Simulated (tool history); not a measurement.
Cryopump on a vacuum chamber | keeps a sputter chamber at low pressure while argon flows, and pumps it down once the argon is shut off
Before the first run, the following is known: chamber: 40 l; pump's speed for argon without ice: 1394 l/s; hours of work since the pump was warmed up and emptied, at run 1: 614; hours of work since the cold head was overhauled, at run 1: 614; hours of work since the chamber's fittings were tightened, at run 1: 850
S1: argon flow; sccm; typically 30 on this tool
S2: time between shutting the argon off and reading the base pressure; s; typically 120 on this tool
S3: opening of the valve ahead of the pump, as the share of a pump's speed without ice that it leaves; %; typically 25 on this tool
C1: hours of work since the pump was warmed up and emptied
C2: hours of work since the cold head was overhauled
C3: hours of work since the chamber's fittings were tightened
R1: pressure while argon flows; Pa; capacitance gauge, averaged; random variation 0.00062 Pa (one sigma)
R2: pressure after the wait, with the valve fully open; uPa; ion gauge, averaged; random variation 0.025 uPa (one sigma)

run	hour	S1	S2	S3	C1	C2	C3	R1	R2
1	0.0	30	120	25	614	614	850	0.1508	1.91
2	27.6	30	120	25	625	625	861	0.1515	1.85
3	69.2	30	120	25	642	642	878	0.1516	1.98
4	126.5	30	93	25	666	666	902	0.1523	2.17
5	163.8	30	144	25	681	681	917	0.1526	1.79
6	191.1	33	120	25	692	692	929	0.1677	1.98
7	250.7	33	120	25	717	717	953	0.1676	2.06
8	302.4	33	120	25	738	738	974	0.1677	2.10
9	353.6	30	120	25	759	759	996	0.1531	2.07
10	382.2	30	120	25	771	771	1007	0.1541	2.09
11	437.0	30	120	25	794	794	1030	0.1538	2.13
12	470.7	30	120	25	807	807	1044	0.1545	2.18
13	497.1	30	120	25	818	818	1055	0.1542	2.16
14	526.0	30	120	25	830	830	1067	0.1537	2.18
15	558.2	30	120	38	844	844	1080	0.1042	2.21
16	605.4	30	120	38	863	863	1099	0.1056	2.22
# hour 649.6: pump warmed up, emptied and cooled again
17	655.9	30	120	38	3	882	1118	0.0967	1.96
18	703.3	56	54	51	22	901	1138	0.1337	3.07
19	732.3	30	52	24	34	913	1150	0.1515	3.09
20	792.4	30	22	24	59	938	1174	0.1532	5.82
21	825.6	30	120	44	72	952	1188	0.0832	2.04
22	859.9	16	206	18	87	966	1202	0.1087	1.72
23	888.6	16	206	18	98	978	1214	0.1095	1.78
24	933.9	30	273	55	117	996	1233	0.0674	1.58
25	963.1	52	121	25	129	1008	1245	0.2542	2.09
26	1006.9	16	271	17	147	1026	1263	0.1160	1.61
27	1059.2	35	35	22	169	1048	1284	0.1951	4.22
28	1114.7	35	24	22	192	1071	1307	0.1948	5.38
29	1170.9	35	24	22	215	1094	1330	0.1958	5.63
30	1209.2	35	24	22	231	1110	1346	0.1961	5.57
31	1234.9	35	220	25	241	1120	1357	0.1723	1.85
32	1272.6	30	24	43	257	1136	1372	0.0877	5.65
33	1328.9	30	24	43	280	1159	1395	0.0884	5.73

Branching from run 33: 3 alternative next runs. What would each branch give?
A	1381.4	30	34	43	302	1181	1417	?	?
B	1381.4	30	25	43	302	1181	1417	?	?
C	1381.4	26	22	32	302	1181	1417	?	?

run	R1	R2
A	0.0878	4.35
B	0.0879	5.47
C	0.1010	6.10
With the hidden condition removed and each run's random variation left untouched, the same runs would have given:
run	R1	R2
A	0.0847	3.13
B	0.0848	4.24
C	0.0983	4.84

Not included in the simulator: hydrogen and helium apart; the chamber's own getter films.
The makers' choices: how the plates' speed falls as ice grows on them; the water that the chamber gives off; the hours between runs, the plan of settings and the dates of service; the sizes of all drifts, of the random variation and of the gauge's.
